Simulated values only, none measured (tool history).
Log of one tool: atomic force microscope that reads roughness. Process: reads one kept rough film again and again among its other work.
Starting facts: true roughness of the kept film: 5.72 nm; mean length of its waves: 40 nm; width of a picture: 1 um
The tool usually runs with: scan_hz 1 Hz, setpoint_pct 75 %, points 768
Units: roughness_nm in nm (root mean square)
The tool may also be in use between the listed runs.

run,day,scan_hz,setpoint_pct,points,roughness_nm
1,0,1,75,768,4.62
# day 2.004: new tip fitted
2,2.612,1,75,768,4.879
3,4.667,1,75,819,4.276
# day 5.312: new tip fitted
4,7.658,1,75,819,4.309
# day 8.638: new tip fitted
5,9.554,1,71,819,4.836
6,11.638,3.27,71,819,3.807
# day 11.912: new tip fitted
7,14.462,1,75,768,4.195
# day 15.283: new tip fitted
8,16.712,1,57,768,4.747
9,18.333,1,75,768,4.182
# day 18.642: new tip fitted
10,21.721,1,75,547,4.149
# day 21.983: new tip fitted
11,23.792,1.14,75,768,4.513
# day 25.271: new tip fitted
12,26.95,1.14,75,768,4.515
# day 28.562: new tip fitted
13,29.258,1.14,77,768,4.819
# day 31.938: new tip fitted
14,31.983,1.14,77,768,5.066
# day 35.15: new tip fitted
15,35.321,1.14,77,768,5.048
16,37.046,1,75,768,4.502
# day 38.375: new tip fitted
17,38.929,1,75,768,4.932
# day 41.725: new tip fitted
18,42.008,1,75,768,5.033
19,43.958,0.88,75,768,4.417
# day 44.954: new tip fitted
20,46.512,1,75,832,4.476
# day 47.017: height scale calibrated on a step standard
# day 48.342: new tip fitted
21,49.175,0.97,62,262,4.835
# day 51.742: new tip fitted
22,52.308,2.16,75,303,4.581
# day 55.179: new tip fitted
23,55.438,2.16,75,304,4.686
24,57.45,2.16,71,304,4.082
# day 58.567: new tip fitted
25,60.588,3.4,85,768,3.55
# day 61.858: new tip fitted
26,63.692,3.4,85,768,3.562
# day 65.342: new tip fitted
27,66.967,0.65,82,768,4.451
# day 68.692: new tip fitted
28,68.692,0.65,82,768,5.089
29,70.733,0.78,69,926,4.411
# day 71.871: new tip fitted
30,73.662,2.77,56,646,4.436
# day 75.217: new tip fitted
31,76.942,1,56,839,4.625
# day 78.525: new tip fitted
32,78.546,1,74,320,5.042
33,80.479,1,90,526,4.142
# day 81.779: new tip fitted
34,82.496,1.03,60,282,4.94
35,84.608,1.03,88,652,3.935
# day 85.117: new tip fitted
36,86.029,2.46,88,652,4.041
# day 88.329: new tip fitted
37,89.162,2.46,88,652,4.064
38,91.304,2.46,57,303,4.18

Pick out some run-to-run changes in roughness_nm. Of each, how much would a tool without hidden state show as well, from the settings, what came in and chance, and how much is left for the hidden state and any gauge scatter not in both results compared?
The tool's hidden condition here consists of: radius of the tip, nm; height scale over the true one, %; drift of the gauge itself on roughness_nm, %.
Run 5 -> 6: scan_hz 1 -> 3.27. roughness_nm -1.029 nm (root mean square): hidden state -0.564, all else -0.465.
Run 28 -> 29: scan_hz 0.65 -> 0.78, setpoint_pct 82 -> 69, points 768 -> 926. roughness_nm -0.678 nm (root mean square): hidden state -0.767, all else +0.089.
Run 32 -> 33: setpoint_pct 74 -> 90, points 320 -> 526. roughness_nm -0.9 nm (root mean square): hidden state -0.674, all else -0.226.
Run 34 -> 35: setpoint_pct 60 -> 88, points 282 -> 652. roughness_nm -1.005 nm (root mean square): hidden state -0.634, all else -0.371.
Run 37 -> 38: setpoint_pct 88 -> 57, points 652 -> 303. roughness_nm +0.116 nm (root mean square): hidden state -0.686, all else +0.802.

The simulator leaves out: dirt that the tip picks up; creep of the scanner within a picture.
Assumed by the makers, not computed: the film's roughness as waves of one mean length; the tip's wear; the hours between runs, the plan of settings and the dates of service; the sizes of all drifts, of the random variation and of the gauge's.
